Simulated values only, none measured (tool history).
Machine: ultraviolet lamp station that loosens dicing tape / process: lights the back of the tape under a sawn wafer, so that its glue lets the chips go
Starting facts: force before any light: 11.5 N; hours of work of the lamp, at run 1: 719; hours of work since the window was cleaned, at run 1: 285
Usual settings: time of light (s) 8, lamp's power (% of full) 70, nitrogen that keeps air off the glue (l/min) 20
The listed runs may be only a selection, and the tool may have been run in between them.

run,hour,time of light (s),lamp's power (% of full),nitrogen that keeps air off the glue (l/min),hours of work of the lamp,hours of work since the window was cleaned,force that peels the tape off (N),light that reached the tape (mJ/cm2)
1,0.0,8,70,20,719,285,2.492,383
2,43.5,8,70,15,738,304,2.751,388
3,87.9,9,70,20,757,323,2.145,437
4,140.5,6,70,20,780,346,3.729,283
5,176.9,6,70,20,796,362,3.658,280
6,204.9,8,70,14,808,374,2.868,368
7,249.8,8,70,20,828,394,2.590,367
8,288.0,8,70,20,844,411,2.639,366
9,310.9,8,70,20,854,421,2.707,366
10,341.8,8,89,20,868,434,1.854,460
11,375.3,8,64,30,882,449,2.734,329
12,400.9,8,64,30,893,460,2.836,320
13,444.4,8,64,30,912,479,2.786,324
14,478.5,8,64,30,927,494,2.828,318
15,519.7,8,68,36,945,512,2.723,338
# hour 546.9: window cleaned of glue's vapour
16,563.0,8,68,36,964,7,2.491,357
17,597.9,8,98,40,979,22,1.238,505
18,644.8,11,79,40,999,43,1.079,556

5 options for the next run, each taken on its own from the tool as it stands now. Forecast them:
A,666.9,11,76,16,1009,52,?,?
B,666.9,8,70,9,1009,52,?,?
C,666.9,15,79,15,1009,52,?,?
D,666.9,7,70,20,1009,52,?,?
E,666.9,5,63,26,1009,52,?,?

run,force that peels the tape off (N),light that reached the tape (mJ/cm2)
A,1.580,529
B,3.451,357
C,0.819,751
D,3.326,309
E,4.724,201
Take away the tool's hidden state, keep each run's random variation, and the runs would have read:
run,force that peels the tape off (N),light that reached the tape (mJ/cm2)
A,0.771,754
B,2.132,508
C,0.386,1069
D,2.006,441
E,3.318,286
